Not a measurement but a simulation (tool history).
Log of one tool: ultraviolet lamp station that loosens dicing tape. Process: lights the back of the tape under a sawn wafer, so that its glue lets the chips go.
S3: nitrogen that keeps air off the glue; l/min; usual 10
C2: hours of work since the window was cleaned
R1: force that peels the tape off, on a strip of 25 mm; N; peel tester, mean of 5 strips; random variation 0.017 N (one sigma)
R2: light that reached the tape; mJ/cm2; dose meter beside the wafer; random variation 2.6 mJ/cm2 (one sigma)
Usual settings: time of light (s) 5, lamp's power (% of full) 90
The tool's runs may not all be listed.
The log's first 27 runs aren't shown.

run 28 hour=407.6 | time_of_light_(s)=3 lamp's_power_(%_of_full)=96 S3=10 | hours_of_work_of_the_lamp=524 C2=125 | R1=2.637 R2=172
run 29 hour=424.0 | time_of_light_(s)=3 lamp's_power_(%_of_full)=96 S3=10 | hours_of_work_of_the_lamp=531 C2=132 | R1=2.629 R2=170
run 30 hour=437.3 | time_of_light_(s)=5 lamp's_power_(%_of_full)=90 S3=3 | hours_of_work_of_the_lamp=537 C2=138 | R1=2.780 R2=267
run 31 hour=452.8 | time_of_light_(s)=5 lamp's_power_(%_of_full)=90 S3=3 | hours_of_work_of_the_lamp=543 C2=144 | R1=2.848 R2=263
run 32 hour=464.8 | time_of_light_(s)=9 lamp's_power_(%_of_full)=90 S3=4 | hours_of_work_of_the_lamp=548 C2=149 | R1=0.843 R2=478
run 33 hour=481.5 | time_of_light_(s)=9 lamp's_power_(%_of_full)=96 S3=17 | hours_of_work_of_the_lamp=555 C2=156 | R1=0.151 R2=509
run 34 hour=491.6 | time_of_light_(s)=4 lamp's_power_(%_of_full)=91 S3=10 | hours_of_work_of_the_lamp=559 C2=160 | R1=1.806 R2=211
run 35 hour=507.7 | time_of_light_(s)=6 lamp's_power_(%_of_full)=77 S3=10 | hours_of_work_of_the_lamp=566 C2=167 | R1=1.254 R2=269
run 36 hour=517.4 | time_of_light_(s)=6 lamp's_power_(%_of_full)=77 S3=10 | hours_of_work_of_the_lamp=570 C2=171 | R1=1.249 R2=271
run 37 hour=532.6 | time_of_light_(s)=5 lamp's_power_(%_of_full)=90 S3=6 | hours_of_work_of_the_lamp=576 C2=178 | R1=1.887 R2=261

5 ways to go on from here, each from the tool as it stands after run 37. What would each give?
run A hour=547.0 | time_of_light_(s)=3 lamp's_power_(%_of_full)=93 S3=4 | hours_of_work_of_the_lamp=582 C2=184 | R1=? R2=?
run B hour=547.0 | time_of_light_(s)=2 lamp's_power_(%_of_full)=62 S3=14 | hours_of_work_of_the_lamp=582 C2=184 | R1=? R2=?
run C hour=547.0 | time_of_light_(s)=5 lamp's_power_(%_of_full)=66 S3=10 | hours_of_work_of_the_lamp=582 C2=184 | R1=? R2=?
run D hour=547.0 | time_of_light_(s)=5 lamp's_power_(%_of_full)=91 S3=15 | hours_of_work_of_the_lamp=582 C2=184 | R1=? R2=?
run E hour=547.0 | time_of_light_(s)=6 lamp's_power_(%_of_full)=98 S3=10 | hours_of_work_of_the_lamp=582 C2=184 | R1=? R2=?

run=A R1=4.190 R2=161
run=B R1=5.150 R2=73
run=C R1=2.229 R2=189
run=D R1=0.939 R2=268
run=E R1=0.734 R2=343
Without the tool's hidden state the same runs would have given:
run=A R1=3.373 R2=203
run=B R1=4.377 R2=92
run=C R1=1.537 R2=238
run=D R1=0.536 R2=336
run=E R1=0.404 R2=431
